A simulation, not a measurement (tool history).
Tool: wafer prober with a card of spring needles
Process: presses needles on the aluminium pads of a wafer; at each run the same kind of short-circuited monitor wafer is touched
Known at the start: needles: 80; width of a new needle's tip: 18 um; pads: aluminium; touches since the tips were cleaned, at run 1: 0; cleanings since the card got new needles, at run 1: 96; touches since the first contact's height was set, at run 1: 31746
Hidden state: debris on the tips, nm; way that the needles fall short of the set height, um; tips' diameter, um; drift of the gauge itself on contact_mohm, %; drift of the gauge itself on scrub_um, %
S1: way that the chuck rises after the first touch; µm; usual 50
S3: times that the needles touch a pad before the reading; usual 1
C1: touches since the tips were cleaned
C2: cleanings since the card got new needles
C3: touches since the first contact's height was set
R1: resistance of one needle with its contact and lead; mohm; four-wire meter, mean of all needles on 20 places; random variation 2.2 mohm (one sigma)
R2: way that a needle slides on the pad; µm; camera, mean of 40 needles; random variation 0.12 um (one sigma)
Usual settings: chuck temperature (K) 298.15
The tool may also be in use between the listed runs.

Run 1, day 0: usual settings; C1 0; C2 96; C3 31746. Result: R1 257 mohm, R2 7.42 µm.
At day 0.312: tips cleaned on abrasive film.
Run 2, day 0.592: usual settings; C1 2016; C2 97; C3 35977. Result: R1 305 mohm, R2 7.21 µm.
At day 0.671: tips cleaned on abrasive film.
At day 1.004: tips cleaned on abrasive film.
At day 1.329: tips cleaned on abrasive film.
Run 3, day 1.375: usual settings; C1 326; C2 100; C3 41518. Result: R1 258 mohm, R2 7.33 µm.
At day 1.629: tips cleaned on abrasive film.
Run 4, day 1.85: usual settings but chuck temperature (K) 308.15; C1 1576; C2 101; C3 44917. Result: R1 281 mohm, R2 7.3 µm.
At day 1.946: tips cleaned on abrasive film.
At day 2.267: tips cleaned on abrasive film.
At day 2.592: tips cleaned on abrasive film.
Run 5, day 2.675: usual settings but chuck temperature (K) 308.15; C1 621; C2 104; C3 50777. Result: R1 266 mohm, R2 7.16 µm.
At day 2.921: tips cleaned on abrasive film.
At day 3.225: tips cleaned on abrasive film.
Run 6, day 3.288: usual settings but chuck temperature (K) 358.15; C1 441; C2 106; C3 55106. Result: R1 277 mohm, R2 7.28 µm.
At day 3.542: tips cleaned on abrasive film.
Run 7, day 3.696: usual settings; C1 1094; C2 107; C3 58017. Result: R1 274 mohm, R2 7.19 µm.
At day 3.871: tips cleaned on abrasive film.
At day 4.204: tips cleaned on abrasive film.
At day 4.529: tips cleaned on abrasive film.
Run 8, day 4.6: usual settings; C1 510; C2 110; C3 64446. Result: R1 263 mohm, R2 6.92 µm.
At day 4.875: tips cleaned on abrasive film.
Run 9, day 5.054: usual settings; C1 1296; C2 111; C3 67697. Result: R1 276 mohm, R2 7.2 µm.
At day 5.196: tips cleaned on abrasive film, once more.
At day 5.546: tips cleaned on abrasive film.
Run 10, day 5.812: usual settings; C1 1915; C2 113; C3 73084. Result: R1 287 mohm, R2 6.99 µm.
At day 5.888: tips cleaned on abrasive film.
At day 6.225: tips cleaned on abrasive film.
At day 6.521: tips cleaned on abrasive film.
Run 11, day 6.621: usual settings; C1 719; C2 116; C3 78820. Result: R1 272 mohm, R2 7.04 µm.
At day 6.883: tips cleaned on abrasive film.
At day 7.2: tips cleaned on abrasive film.
Run 12, day 7.392: usual settings; C1 1383; C2 118; C3 84313. Result: R1 281 mohm, R2 6.6 µm.
At day 7.542: tips cleaned on abrasive film.
At day 7.871: tips cleaned on abrasive film.
Run 13, day 8.054: usual settings but chuck temperature (K) 368.15; C1 1309; C2 120; C3 89010. Result: R1 296 mohm, R2 6.95 µm.
At day 8.175: tips cleaned on abrasive film.
Run 14, day 8.425: usual settings but chuck temperature (K) 368.15; C1 1806; C2 121; C3 91652. Result: R1 305 mohm, R2 6.94 µm.
At day 8.5: tips cleaned on abrasive film.
At day 8.862: tips cleaned on abrasive film.
At day 9.225: tips cleaned on abrasive film.
Run 15, day 9.325: usual settings but chuck temperature (K) 368.15; C1 739; C2 124; C3 98065. Result: R1 292 mohm, R2 6.95 µm.
At day 9.542: tips cleaned on abrasive film.
At day 9.858: tips cleaned on abrasive film.
Run 16, day 9.858: usual settings; C1 0; C2 126; C3 101841. Result: R1 254 mohm, R2 6.98 µm.
At day 10.162: tips cleaned on abrasive film.
Run 17, day 10.392: usual settings but chuck temperature (K) 304.15; C1 1631; C2 127; C3 105637. Result: R1 289 mohm, R2 6.58 µm.
At day 10.462: tips cleaned on abrasive film.
At day 10.796: tips cleaned on abrasive film.
Run 18, day 10.875: usual settings but chuck temperature (K) 304.15; C1 566; C2 129; C3 109063. Result: R1 278 mohm, R2 6.68 µm.
At day 11.112: tips cleaned on abrasive film.
Run 19, day 11.396: usual settings but S1 61 µm, chuck temperature (K) 316.15, S3 2; C1 2041; C2 130; C3 112792. Result: R1 273 mohm, R2 8.54 µm.
At day 11.475: tips cleaned on abrasive film.
At day 11.829: tips cleaned on abrasive film.
Run 20, day 11.854: usual settings but S1 61 µm, chuck temperature (K) 316.15, S3 2; C1 156; C2 132; C3 116013. Result: R1 259 mohm, R2 8.44 µm.
At day 12.158: tips cleaned on abrasive film.
At day 12.475: tips cleaned on abrasive film.
Run 21, day 12.562: usual settings but chuck temperature (K) 335.15; C1 610; C2 134; C3 121053. Result: R1 276 mohm, R2 6.77 µm.
At day 12.8: tips cleaned on abrasive film.
At day 13.112: tips cleaned on abrasive film.
At day 13.433: tips cleaned on abrasive film.
Run 22, day 13.458: usual settings but chuck temperature (K) 335.15; C1 179; C2 137; C3 127411. Result: R1 274 mohm, R2 6.51 µm.
At day 13.788: tips cleaned on abrasive film.
Run 23, day 13.858: usual settings but S1 38 µm, S3 2; C1 499; C2 138; C3 130273. Result: R1 279 mohm, R2 4.78 µm.
At day 14.088: tips cleaned on abrasive film.
Run 24, day 14.225: usual settings but S1 38 µm, S3 2; C1 1007; C2 139; C3 132898. Result: R1 293 mohm, R2 4.84 µm.
At day 14.421: tips cleaned on abrasive film.
At day 14.767: tips cleaned on abrasive film.
Run 25, day 14.812: usual settings but S1 38 µm, S3 2; C1 321; C2 141; C3 137061. Result: R1 276 mohm, R2 4.52 µm.
At day 15.092: tips cleaned on abrasive film.
Run 26, day 15.204: usual settings but S1 47 µm, S3 2; C1 795; C2 142; C3 139844. Result: R1 270 mohm, R2 6.18 µm.
At day 15.425: tips cleaned on abrasive film.
Run 27, day 15.692: usual settings but S1 47 µm, S3 2; C1 1904; C2 143; C3 143322. Result: R1 289 mohm, R2 6.13 µm.
At day 15.75: tips cleaned on abrasive film.
At day 16.083: tips cleaned on abrasive film.
At day 16.404: tips cleaned on abrasive film.
Run 28, day 16.454: usual settings but S1 47 µm, S3 2; C1 355; C2 146; C3 148716. Result: R1 261 mohm, R2 6.09 µm.
At day 16.704: tips cleaned on abrasive film.
At day 17.038: tips cleaned on abrasive film.
Run 29, day 17.133: usual settings but S1 47 µm, S3 2; C1 680; C2 148; C3 153549. Result: R1 273 mohm, R2 5.97 µm.
At day 17.383: tips cleaned on abrasive film.
At day 17.733: tips cleaned on abrasive film.
Run 30, day 17.875: usual settings but S1 55 µm, S3 2; C1 1007; C2 150; C3 158831. Result: R1 261 mohm, R2 7.25 µm.
At day 18.058: tips cleaned on abrasive film.
At day 18.367: tips cleaned on abrasive film.
Run 31, day 18.496: usual settings but S1 69 µm, S3 3; C1 907; C2 152; C3 163235. Result: R1 252 mohm, R2 9.52 µm.

4 ways to go on from here, each from the tool as it stands after run 31. What would each give?
At day 18.704: tips cleaned on abrasive film.
Run A, day 18.9: usual settings but chuck temperature (K) 301.15, S3 2; C1 1409; C2 153; C3 166134. Result: R1 ?, R2 ?.
At day 18.704: tips cleaned on abrasive film.
Run B, day 18.9: usual settings but S1 39 µm; C1 1409; C2 153; C3 166134. Result: R1 ?, R2 ?.
At day 18.704: tips cleaned on abrasive film.
Run C, day 18.9: usual settings but S1 54 µm, chuck temperature (K) 344.15, S3 2; C1 1409; C2 153; C3 166134. Result: R1 ?, R2 ?.
At day 18.704: tips cleaned on abrasive film.
Run D, day 18.9: usual settings but S1 34 µm, chuck temperature (K) 305.15, S3 2; C1 1409; C2 153; C3 166134. Result: R1 ?, R2 ?.

run   R1    R2
  A  282   6.6
  B  331  4.76
  C  282  6.99
  D  331  3.78
Without the tool's hidden state the same runs would have given:
run   R1    R2
  A  251  7.96
  B  251  6.12
  C  257  8.33
  D  258  5.13
